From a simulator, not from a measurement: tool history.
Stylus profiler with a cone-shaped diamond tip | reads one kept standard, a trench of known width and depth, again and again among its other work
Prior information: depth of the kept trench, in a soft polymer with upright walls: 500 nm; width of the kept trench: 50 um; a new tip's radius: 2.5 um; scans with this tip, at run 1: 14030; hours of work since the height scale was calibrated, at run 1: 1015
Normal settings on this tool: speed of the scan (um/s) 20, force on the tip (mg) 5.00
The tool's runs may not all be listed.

run	hour	speed of the scan (um/s)	force on the tip (mg)	scans with this tip	hours of work since the height scale was calibrated	depth of the trench (Å)	width of the trench's floor (µm)
1	0.0	20	5.00	14030	1015	5101.7	45.77
2	88.0	20	5.00	14758	1067	5100.5	45.73
3	165.1	20	5.00	15397	1114	5102.1	45.64
4	227.6	20	5.00	15916	1151	5103.3	45.57
5	270.1	20	5.00	16268	1177	5103.4	45.67
# hour 299.2: height scale calibrated on a step standard
6	322.6	20	5.00	16699	14	5104.9	45.58
7	412.7	60	5.00	17445	68	5105.0	45.45
8	501.5	20	5.00	18181	121	5107.1	45.53
9	592.0	20	14.95	18931	175	5202.2	45.55
10	671.4	18	5.00	19589	223	5107.4	45.42
11	739.5	18	5.00	20153	264	5108.6	45.38
# hour 778.7: height scale calibrated on a step standard, once more
12	797.3	18	5.00	20627	11	5088.8	45.32
13	842.5	18	5.00	21002	38	5088.8	45.37
14	922.7	63	14.25	21667	86	5176.6	45.31
15	990.3	63	14.25	22227	127	5177.0	45.21
16	1061.4	63	14.25	22815	169	5178.1	45.14
17	1133.3	5	2.66	23412	213	5059.4	45.23
18	1222.6	65	9.31	24151	266	5137.0	45.07
19	1299.3	8	14.63	24787	312	5184.2	45.12
20	1358.2	8	14.63	25275	347	5182.1	45.10
21	1429.8	8	14.63	25868	390	5183.8	45.07
22	1499.9	75	3.04	26449	432	5067.1	44.80
23	1580.3	63	1.77	27115	480	5049.0	44.76
24	1666.9	61	2.19	27833	532	5056.8	44.70
25	1734.2	33	9.16	28390	573	5137.3	44.87
26	1802.6	33	9.16	28957	614	5137.7	44.86

What if the next run were any one of these 5? Each begins from the tool's condition after run 26:
A	1872.2	20	3.40	29534	655	?	?
B	1872.2	49	2.90	29534	655	?	?
C	1872.2	44	5.00	29534	655	?	?
D	1872.2	24	9.16	29534	655	?	?
E	1872.2	14	2.62	29534	655	?	?

run	depth of the trench (Å)	width of the trench's floor (µm)
A	5075.8	44.82
B	5068.5	44.68
C	5094.3	44.76
D	5138.7	44.77
E	5065.9	44.80
With no hidden state in the tool, these same runs would have given:
run	depth of the trench (Å)	width of the trench's floor (µm)
A	5067.5	46.94
B	5060.2	46.80
C	5086.0	46.88
D	5130.3	46.89
E	5057.6	46.91

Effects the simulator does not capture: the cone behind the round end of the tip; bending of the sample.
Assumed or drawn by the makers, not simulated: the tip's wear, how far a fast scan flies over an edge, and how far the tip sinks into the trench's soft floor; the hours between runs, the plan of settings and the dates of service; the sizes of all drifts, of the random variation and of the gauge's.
